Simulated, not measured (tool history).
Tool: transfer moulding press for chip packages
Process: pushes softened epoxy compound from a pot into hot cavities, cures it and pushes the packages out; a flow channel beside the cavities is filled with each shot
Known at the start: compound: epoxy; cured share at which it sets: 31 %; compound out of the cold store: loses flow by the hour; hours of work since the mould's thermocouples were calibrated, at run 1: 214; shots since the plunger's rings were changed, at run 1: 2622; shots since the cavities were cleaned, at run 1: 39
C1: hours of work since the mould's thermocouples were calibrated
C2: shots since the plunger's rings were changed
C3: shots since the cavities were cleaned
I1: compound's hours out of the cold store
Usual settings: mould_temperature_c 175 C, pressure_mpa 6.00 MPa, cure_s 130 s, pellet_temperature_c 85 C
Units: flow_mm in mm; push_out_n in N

Run 1, hour 0.0: usual settings; C1 214; C2 2622; C3 39; I1 10.3. Result: flow_mm 672 mm, push_out_n 286 N.
Run 2, hour 37.2: usual settings; C1 235; C2 2948; C3 365; I1 46.7. Result: flow_mm 588 mm, push_out_n 294 N.
At hour 70.6: cavities cleaned with cleaning compound and waxed.
Run 3, hour 95.1: usual settings but pressure_mpa 6.84 MPa; C1 267; C2 3442; C3 214; I1 47.2. Result: flow_mm 632 mm, push_out_n 285 N.
At hour 149.2: cavities cleaned with cleaning compound and waxed.
Run 4, hour 152.9: usual settings but pressure_mpa 6.84 MPa; C1 299; C2 3936; C3 32; I1 40.8. Result: flow_mm 643 mm, push_out_n 281 N.
Run 5, hour 199.8: usual settings; C1 326; C2 4347; C3 443; I1 26.2. Result: flow_mm 632 mm, push_out_n 295 N.
At hour 227.8: cavities cleaned with cleaning compound and waxed.
Run 6, hour 248.4: usual settings; C1 353; C2 4760; C3 181; I1 10.5. Result: flow_mm 671 mm, push_out_n 292 N.
At hour 256.0: mould's thermocouples calibrated.
Run 7, hour 300.6: usual settings; C1 25; C2 5200; C3 621; I1 19.3. Result: flow_mm 653 mm, push_out_n 301 N.
At hour 307.2: cavities cleaned with cleaning compound and waxed.
Run 8, hour 345.5: usual settings; C1 50; C2 5581; C3 337; I1 45.0. Result: flow_mm 595 mm, push_out_n 298 N.
At hour 385.6: cavities cleaned with cleaning compound and waxed.
Run 9, hour 388.8: usual settings; C1 74; C2 5947; C3 28; I1 46.4. Result: flow_mm 590 mm, push_out_n 285 N.
At hour 406.7: plunger's sealing rings changed.
Run 10, hour 420.8: usual settings; C1 91; C2 124; C3 287; I1 29.5. Result: flow_mm 630 mm, push_out_n 281 N.
At hour 464.6: cavities cleaned with cleaning compound and waxed.
Run 11, hour 490.0: usual settings; C1 129; C2 717; C3 223; I1 12.7. Result: flow_mm 669 mm, push_out_n 292 N.
At hour 544.7: cavities cleaned with cleaning compound and waxed.
Run 12, hour 546.3: usual settings; C1 160; C2 1198; C3 14; I1 20.3. Result: flow_mm 649 mm, push_out_n 281 N.
Run 13, hour 609.1: usual settings; C1 196; C2 1748; C3 564; I1 17.2. Result: flow_mm 654 mm, push_out_n 289 N.
At hour 619.6: cavities cleaned with cleaning compound and waxed.
Run 14, hour 677.1: usual settings; C1 234; C2 2331; C3 504; I1 13.7. Result: flow_mm 663 mm, push_out_n 294 N.
At hour 699.3: cavities cleaned with cleaning compound and waxed.
Run 15, hour 735.8: usual settings; C1 267; C2 2833; C3 320; I1 19.2. Result: flow_mm 655 mm, push_out_n 304 N.
At hour 774.1: cavities cleaned with cleaning compound and waxed.
Run 16, hour 785.4: usual settings but mould_temperature_c 183 C, pressure_mpa 6.38 MPa, cure_s 136 s, pellet_temperature_c 94 C; C1 294; C2 3254; C3 99; I1 29.6. Result: flow_mm 626 mm, push_out_n 272 N.
Run 17, hour 841.7: usual settings but pressure_mpa 5.43 MPa, cure_s 131 s; C1 326; C2 3748; C3 593; I1 43.7. Result: flow_mm 572 mm, push_out_n 299 N.
At hour 851.3: cavities cleaned with cleaning compound and waxed.
Run 18, hour 887.7: usual settings but pressure_mpa 6.36 MPa, cure_s 151 s; C1 351; C2 4138; C3 319; I1 9.7. Result: flow_mm 696 mm, push_out_n 259 N.
At hour 901.4: mould's thermocouples calibrated.
Run 19, hour 921.0: usual settings but pellet_temperature_c 76 C; C1 11; C2 4412; C3 593; I1 46.6. Result: flow_mm 589 mm, push_out_n 284 N.
At hour 928.9: cavities cleaned with cleaning compound and waxed.
Run 20, hour 977.4: usual settings but mould_temperature_c 170 C, pressure_mpa 6.09 MPa; C1 42; C2 4894; C3 425; I1 26.2. Result: flow_mm 652 mm, push_out_n 359 N.
At hour 1003.6: cavities cleaned with cleaning compound and waxed.
Run 21, hour 1019.2: usual settings but mould_temperature_c 170 C, pressure_mpa 6.09 MPa; C1 65; C2 5247; C3 137; I1 44.6. Result: flow_mm 604 mm, push_out_n 353 N.
Run 22, hour 1075.1: usual settings but mould_temperature_c 170 C, pressure_mpa 6.09 MPa; C1 97; C2 5737; C3 627; I1 12.1. Result: flow_mm 690 mm, push_out_n 378 N.
At hour 1081.5: cavities cleaned with cleaning compound and waxed.
At hour 1119.0: plunger's sealing rings changed.
Run 23, hour 1150.1: usual settings but pressure_mpa 5.15 MPa, cure_s 117 s; C1 138; C2 272; C3 580; I1 35.5. Result: flow_mm 566 mm, push_out_n 327 N.
At hour 1158.0: cavities cleaned with cleaning compound and waxed.
Run 24, hour 1193.6: usual settings but pressure_mpa 5.15 MPa, cure_s 117 s; C1 162; C2 640; C3 312; I1 39.8. Result: flow_mm 560 mm, push_out_n 317 N.
At hour 1234.1: cavities cleaned with cleaning compound and waxed.
Run 25, hour 1251.8: usual settings but mould_temperature_c 179 C, pressure_mpa 4.68 MPa; C1 194; C2 1137; C3 155; I1 36.9. Result: flow_mm 532 mm, push_out_n 261 N.
Run 26, hour 1296.1: usual settings but pressure_mpa 5.59 MPa, cure_s 116 s; C1 219; C2 1526; C3 544; I1 26.2. Result: flow_mm 607 mm, push_out_n 320 N.
At hour 1310.8: cavities cleaned with cleaning compound and waxed.
Run 27, hour 1335.0: usual settings but mould_temperature_c 176 C, pressure_mpa 6.71 MPa, cure_s 137 s, pellet_temperature_c 93 C; C1 240; C2 1853; C3 212; I1 22.6. Result: flow_mm 675 mm, push_out_n 285 N.
Run 28, hour 1365.6: usual settings but mould_temperature_c 176 C, pressure_mpa 6.71 MPa, cure_s 137 s, pellet_temperature_c 93 C; C1 258; C2 2121; C3 480; I1 25.5. Result: flow_mm 668 mm, push_out_n 284 N.

How the hidden state differs across the entries between the runs, from the last listed run before each to the first after it:
Between runs 2 and 3: cavities cleaned with cleaning compound and waxed (hour 70.6)
  pressure that reaches the compound, % of what is set: 99.9 -> 99.88; grip of the stained cavities, % over clean ones': 1.5 -> 1
Between runs 3 and 4: cavities cleaned with cleaning compound and waxed (hour 149.2)
  pressure that reaches the compound, % of what is set: 99.88 -> 99.86; grip of the stained cavities, % over clean ones': 1 -> 0.2
Between runs 5 and 6: cavities cleaned with cleaning compound and waxed (hour 227.8)
  pressure that reaches the compound, % of what is set: 99.85 -> 99.84; grip of the stained cavities, % over clean ones': 1.6 -> 0.9
Between runs 6 and 7: mould's thermocouples calibrated (hour 256.0)
  true mould temperature over the reading, C: 0.01 -> 0; pressure that reaches the compound, % of what is set: 99.84 -> 99.82; grip of the stained cavities, % over clean ones': 0.9 -> 2
Between runs 7 and 8: cavities cleaned with cleaning compound and waxed (hour 307.2)
  pressure that reaches the compound, % of what is set: 99.82 -> 99.81; grip of the stained cavities, % over clean ones': 2 -> 1.3
Between runs 8 and 9: cavities cleaned with cleaning compound and waxed (hour 385.6)
  pressure that reaches the compound, % of what is set: 99.81 -> 99.8; grip of the stained cavities, % over clean ones': 1.3 -> 0.2
Between runs 9 and 10: plunger's sealing rings changed (hour 406.7)
  pressure that reaches the compound, % of what is set: 99.8 -> 99.99; grip of the stained cavities, % over clean ones': 0.2 -> 1.2
Between runs 10 and 11: cavities cleaned with cleaning compound and waxed (hour 464.6)
  pressure that reaches the compound, % of what is set: 99.99 -> 99.97; grip of the stained cavities, % over clean ones': 1.2 -> 0.9
Between runs 11 and 12: cavities cleaned with cleaning compound and waxed (hour 544.7)
  pressure that reaches the compound, % of what is set: 99.97 -> 99.96; grip of the stained cavities, % over clean ones': 0.9 -> 0.1
Between runs 13 and 14: cavities cleaned with cleaning compound and waxed (hour 619.6)
  pressure that reaches the compound, % of what is set: 99.94 -> 99.92; grip of the stained cavities, % over clean ones': 1.9 -> 1.8
Between runs 14 and 15: cavities cleaned with cleaning compound and waxed (hour 699.3)
  true mould temperature over the reading, C: 0 -> 0.01; pressure that reaches the compound, % of what is set: 99.92 -> 99.91; grip of the stained cavities, % over clean ones': 1.8 -> 1.4
Between runs 15 and 16: cavities cleaned with cleaning compound and waxed (hour 774.1)
  pressure that reaches the compound, % of what is set: 99.91 -> 99.89; grip of the stained cavities, % over clean ones': 1.4 -> 0.6
Between runs 17 and 18: cavities cleaned with cleaning compound and waxed (hour 851.3)
  pressure that reaches the compound, % of what is set: 99.88 -> 99.86; grip of the stained cavities, % over clean ones': 2 -> 1.3
Between runs 18 and 19: mould's thermocouples calibrated (hour 901.4)
  grip of the stained cavities, % over clean ones': 1.3 -> 1.9
Between runs 19 and 20: cavities cleaned with cleaning compound and waxed (hour 928.9)
  pressure that reaches the compound, % of what is set: 99.86 -> 99.84; grip of the stained cavities, % over clean ones': 1.9 -> 1.6
Between runs 20 and 21: cavities cleaned with cleaning compound and waxed (hour 1003.6)
  pressure that reaches the compound, % of what is set: 99.84 -> 99.83; grip of the stained cavities, % over clean ones': 1.6 -> 0.8
Between runs 22 and 23: cavities cleaned with cleaning compound and waxed (hour 1081.5); plunger's sealing rings changed (hour 1119.0)
  pressure that reaches the compound, % of what is set: 99.82 -> 99.99; grip of the stained cavities, % over clean ones': 2 -> 1.9
Between runs 23 and 24: cavities cleaned with cleaning compound and waxed (hour 1158.0)
  pressure that reaches the compound, % of what is set: 99.99 -> 99.98; grip of the stained cavities, % over clean ones': 1.9 -> 1.3
Between runs 24 and 25: cavities cleaned with cleaning compound and waxed (hour 1234.1)
  pressure that reaches the compound, % of what is set: 99.98 -> 99.96; grip of the stained cavities, % over clean ones': 1.3 -> 0.8
Between runs 26 and 27: cavities cleaned with cleaning compound and waxed (hour 1310.8)
  true mould temperature over the reading, C: 0.01 -> 0.02; pressure that reaches the compound, % of what is set: 99.95 -> 99.94; grip of the stained cavities, % over clean ones': 1.9 -> 1
